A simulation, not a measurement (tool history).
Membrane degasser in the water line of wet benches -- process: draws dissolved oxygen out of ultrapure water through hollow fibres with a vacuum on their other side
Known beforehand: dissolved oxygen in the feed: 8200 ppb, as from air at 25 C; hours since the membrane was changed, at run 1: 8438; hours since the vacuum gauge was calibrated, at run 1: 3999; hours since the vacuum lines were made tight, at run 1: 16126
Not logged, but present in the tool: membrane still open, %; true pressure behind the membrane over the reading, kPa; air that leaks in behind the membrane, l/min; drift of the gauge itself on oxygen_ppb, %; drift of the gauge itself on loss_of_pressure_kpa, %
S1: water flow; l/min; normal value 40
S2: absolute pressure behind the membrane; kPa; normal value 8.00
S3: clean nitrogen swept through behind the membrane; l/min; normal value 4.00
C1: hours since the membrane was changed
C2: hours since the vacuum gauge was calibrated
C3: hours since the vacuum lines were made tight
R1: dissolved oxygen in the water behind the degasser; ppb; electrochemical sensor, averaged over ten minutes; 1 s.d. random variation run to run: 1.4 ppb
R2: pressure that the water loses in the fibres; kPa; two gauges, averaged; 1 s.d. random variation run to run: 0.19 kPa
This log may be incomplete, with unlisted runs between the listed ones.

run,hour,S1,S2,S3,C1,C2,C3,R1,R2
1,0.0,40,8.00,4.00,8438,3999,16126,148.0,43.66
2,249.2,40,8.00,5.91,8687,4248,16375,113.4,43.45
# hour 306.1: seals of the vacuum lines changed
3,369.5,40,8.00,4.15,8805,4366,63,145.5,43.63
4,513.0,40,8.00,4.15,8949,4510,207,146.1,43.76
5,637.1,40,8.00,4.15,9073,4634,331,146.4,43.47
6,797.9,40,8.00,3.51,9234,4795,492,165.9,43.73
7,911.0,40,8.00,3.51,9347,4908,605,166.8,43.60
8,1181.4,40,8.00,8.29,9617,5178,875,92.2,43.33
9,1324.1,40,18.98,8.39,9760,5321,1018,215.1,43.69
10,1594.4,40,7.91,2.84,10030,5591,1288,189.1,43.73
11,1850.0,55,15.06,1.92,10286,5847,1544,759.2,60.49
12,2106.2,55,15.06,1.92,10542,6103,1800,774.8,60.04

The next listed run, before its measurement:
13,2298.8,59,5.57,4.00,10735,6296,1993,?,?

Run 13 gave R1 204.9 ppb, R2 65.22 kPa.
Without the tool's hidden state the same run would have given R1 172.3 ppb, R2 61.38 kPa.
